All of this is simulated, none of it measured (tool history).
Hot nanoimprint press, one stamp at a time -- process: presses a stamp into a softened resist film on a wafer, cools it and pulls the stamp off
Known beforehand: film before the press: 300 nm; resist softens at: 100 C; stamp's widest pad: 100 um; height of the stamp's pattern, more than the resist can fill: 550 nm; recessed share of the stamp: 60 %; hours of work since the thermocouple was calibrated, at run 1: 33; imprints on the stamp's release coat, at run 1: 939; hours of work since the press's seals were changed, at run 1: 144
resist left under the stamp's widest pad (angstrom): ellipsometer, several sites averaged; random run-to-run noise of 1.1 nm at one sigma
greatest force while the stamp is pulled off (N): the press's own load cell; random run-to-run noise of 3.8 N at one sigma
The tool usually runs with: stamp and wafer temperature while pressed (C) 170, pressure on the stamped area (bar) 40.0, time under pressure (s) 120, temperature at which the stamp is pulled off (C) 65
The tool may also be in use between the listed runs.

run,hour,stamp and wafer temperature while pressed (C),pressure on the stamped area (bar),time under pressure (s),temperature at which the stamp is pulled off (C),hours of work since the thermocouple was calibrated,imprints on the stamp's release coat,hours of work since the press's seals were changed,resist left under the stamp's widest pad (angstrom),greatest force while the stamp is pulled off (N)
1,0.0,170,40.0,120,65,33,939,144,1784,201
2,15.9,170,40.0,120,65,41,987,152,1790,205
3,37.0,170,40.0,120,65,52,1050,162,1794,205
4,57.9,170,40.0,120,65,62,1112,173,1796,206
5,76.4,170,40.0,120,63,71,1167,182,1808,209
6,94.9,170,40.0,120,63,81,1222,191,1816,220
7,115.2,170,40.0,120,65,91,1282,201,1813,219
8,128.3,170,40.0,67,65,97,1322,208,2095,217
9,137.7,170,53.4,122,55,102,1349,212,1554,236
10,147.5,170,53.4,122,55,107,1378,217,1558,246
11,167.8,174,31.1,81,65,117,1439,227,1987,227
12,182.5,174,31.1,81,65,124,1483,235,1986,217
13,202.3,174,30.7,80,65,134,1542,245,2013,232
14,211.7,174,30.7,118,53,139,1570,249,1825,268

What if the next run were any one of these 4? Each begins from the tool's condition after run 14:
A,232.5,170,49.3,81,53,149,1632,260,?,?
B,232.5,163,49.2,120,65,149,1632,260,?,?
C,232.5,174,52.5,118,53,149,1632,260,?,?
D,232.5,175,40.0,120,65,149,1632,260,?,?

run,resist left under the stamp's widest pad (angstrom),greatest force while the stamp is pulled off (N)
A,1854,260
B,2045,230
C,1381,269
D,1555,220
What these runs would have given with no unlogged condition in the tool:
run,resist left under the stamp's widest pad (angstrom),greatest force while the stamp is pulled off (N)
A,1804,211
B,1992,187
C,1339,219
D,1512,178

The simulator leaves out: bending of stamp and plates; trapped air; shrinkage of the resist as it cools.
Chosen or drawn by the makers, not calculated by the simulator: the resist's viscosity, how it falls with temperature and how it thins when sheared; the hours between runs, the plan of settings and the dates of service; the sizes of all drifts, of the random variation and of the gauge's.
